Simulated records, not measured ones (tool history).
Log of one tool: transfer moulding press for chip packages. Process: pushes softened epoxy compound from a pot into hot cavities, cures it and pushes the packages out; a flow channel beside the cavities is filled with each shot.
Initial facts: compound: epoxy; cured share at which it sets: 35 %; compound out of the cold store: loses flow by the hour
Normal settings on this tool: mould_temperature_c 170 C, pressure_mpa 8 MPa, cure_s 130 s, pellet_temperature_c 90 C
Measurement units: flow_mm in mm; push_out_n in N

run     day  mould_temperature_c  pressure_mpa  cure_s  pellet_temperature_c  incoming compound's hours out of the cold store  flow_mm  push_out_n
  1       0                  170             8     130                    90                                             47.4      459         576
  2   1.033                  170          7.16     130                    90                                               42      445         686
      1.458  -- cavities cleaned with cleaning compound and waxed
  3   2.612                  170          7.16     130                    90                                             46.1      429         609
      3.688  -- cavities cleaned with cleaning compound and waxed
  4   3.962                  170             8     130                    90                                             26.1      496         516
  5   4.725                  170             8     130                    90                                             27.1      489         647
      6.029  -- cavities cleaned with cleaning compound and waxed
  6   6.238                  168             8     133                    96                                             29.6      483         554
  7   7.929                  168             8     133                    96                                              9.7      524         754
      8.262  -- cavities cleaned with cleaning compound and waxed
  8   8.792                  168          7.61     133                    96                                             34.1      456         591
      10.55  -- cavities cleaned with cleaning compound and waxed
  9  10.571                  177          7.61     146                    81                                             37.7      436         407
 10   11.75                  170          6.14     130                    90                                             43.3      385         617

Selected run-to-run steps in flow_mm, each split into two signed amounts: the part the tool would show with no hidden state at all (from settings, incoming material and random variation), and the remainder, which goes to the hidden state together with any gauge scatter not common to the measured and the hidden-state-free results:
Unlogged tool condition in this case: true mould temperature over the reading, C; pressure that reaches the compound, % of what is set; grip of the stained cavities, % over clean ones'; drift of the gauge itself on flow_mm, %; drift of the gauge itself on push_out_n, %.
Run 3 -> 4: pressure_mpa 7.16 -> 8, cavities cleaned with cleaning compound and waxed. flow_mm +67 mm: hidden state -5, all else +72.
Run 7 -> 8: pressure_mpa 8 -> 7.61, cavities cleaned with cleaning compound and waxed. flow_mm -68 mm: hidden state +3, all else -71.

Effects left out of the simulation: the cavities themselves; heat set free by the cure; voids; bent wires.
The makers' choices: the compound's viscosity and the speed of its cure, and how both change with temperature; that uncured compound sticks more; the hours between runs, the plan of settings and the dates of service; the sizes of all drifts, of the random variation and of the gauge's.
